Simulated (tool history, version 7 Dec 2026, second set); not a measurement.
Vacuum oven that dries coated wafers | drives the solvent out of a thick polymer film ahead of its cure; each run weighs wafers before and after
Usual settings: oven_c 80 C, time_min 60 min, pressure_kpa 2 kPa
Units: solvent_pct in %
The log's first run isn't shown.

run   hour  oven_c  time_min  pressure_kpa  hours of work since the thermocouples were calibrated  hours of work since the vacuum gauge was cleaned of residue  solvent_pct
  2   16.7      80        60          4.29                                                    641                                                          452         3.23
  3   32.2      80        60          4.29                                                    650                                                          461         3.23
  4   52.2      91        60          4.29                                                    662                                                          472         1.66
  5   80.2      80        60          1.39                                                    678                                                          488         1.65
  6  105.6      80        60             2                                                    692                                                          503         1.98
  7  131.9      80        60             2                                                    708                                                          518            2
  8  144.2      80        60             2                                                    715                                                          525         1.98
  9  159.2      80        60             2                                                    723                                                          534            2
 10  172.6      80        60             2                                                    731                                                          541         2.02
 11  187.1      80        60          1.98                                                    739                                                          550         1.97
 12  208.7      80        60             2                                                    752                                                          562         1.99
 13  235.7      80        39             2                                                    767                                                          578         3.41
 14  259.8      80        39             2                                                    781                                                          591         3.37
 15    278      80        39             2                                                    791                                                          602          3.4
     281.4  -- oven's thermocouples calibrated
 16  301.1      80        60             2                                                     11                                                          614         1.94
 17  325.1      80        60             2                                                     25                                                          628          1.9
     341.3  -- oven's thermocouples calibrated, once more
 18  344.1      84        83          4.89                                                      2                                                          638         2.58
 19  367.1      84        83          4.89                                                     15                                                          651         2.64
 20  393.6      80        98          1.25                                                     30                                                          666         0.98
 21  417.7      80        68          1.83                                                     44                                                          680         1.85

Run 22 comes next. What will it give?
 22  438.4      89        67          5.27                                                     56                                                          692            ?

solvent_pct: 2.31 %
Without the tool's hidden state the same run would have given solvent_pct 2.3 %.
